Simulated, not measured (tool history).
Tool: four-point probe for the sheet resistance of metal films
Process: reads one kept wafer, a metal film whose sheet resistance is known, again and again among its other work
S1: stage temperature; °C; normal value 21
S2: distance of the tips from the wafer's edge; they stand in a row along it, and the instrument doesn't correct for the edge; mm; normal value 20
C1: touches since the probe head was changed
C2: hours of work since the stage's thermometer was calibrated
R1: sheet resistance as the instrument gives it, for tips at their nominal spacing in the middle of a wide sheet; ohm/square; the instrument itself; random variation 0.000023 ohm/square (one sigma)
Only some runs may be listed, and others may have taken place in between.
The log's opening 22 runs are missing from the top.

Run 23, day 61.896: usual settings but S1 19 °C, S2 16 mm; C1 33369; C2 690. Result: R1 0.114170 ohm/square.
Run 24, day 64.950: usual settings but S1 24 °C, S2 3 mm; C1 34393; C2 720. Result: R1 0.115937 ohm/square.
Run 25, day 67.350: usual settings but S1 24 °C, S2 25 mm; C1 35198; C2 744. Result: R1 0.114277 ohm/square.
Run 26, day 71.000: usual settings but S1 23 °C, S2 23 mm; C1 36421; C2 780. Result: R1 0.114277 ohm/square.
Run 27, day 72.675: usual settings but S1 23 °C, S2 23 mm; C1 36984; C2 797. Result: R1 0.114272 ohm/square.
Run 28, day 75.992: usual settings but S1 18 °C, S2 12 mm; C1 38095; C2 830. Result: R1 0.114064 ohm/square.
Run 29, day 78.154: usual settings but S1 18 °C, S2 12 mm; C1 38820; C2 851. Result: R1 0.114140 ohm/square.
Run 30, day 81.546: usual settings but S1 19 °C, S2 17 mm; C1 39957; C2 885. Result: R1 0.114061 ohm/square.
Run 31, day 85.496: usual settings but S1 19 °C, S2 17 mm; C1 41282; C2 924. Result: R1 0.114070 ohm/square.
Run 32, day 89.329: usual settings but S1 22 °C, S2 13 mm; C1 42568; C2 962. Result: R1 0.114249 ohm/square.
Run 33, day 93.196: usual settings but S1 22 °C, S2 7 mm; C1 43864; C2 1000. Result: R1 0.114416 ohm/square.

Alternative continuations, all from the tool just after run 33; predict every row:
Run A, day 96.054: usual settings but S1 30 °C, S2 7 mm; C1 44822; C2 1029. Result: R1 ?.
Run B, day 96.054: usual settings but S1 28 °C, S2 42 mm; C1 44822; C2 1029. Result: R1 ?.
Run C, day 96.054: usual settings but S1 19 °C, S2 24 mm; C1 44822; C2 1029. Result: R1 ?.

run        R1
  A  0.114735
  B  0.114373
  C  0.114049
With the hidden condition removed and each run's random variation left untouched, the same runs would have given:
run        R1
  A  0.114674
  B  0.114313
  C  0.113992
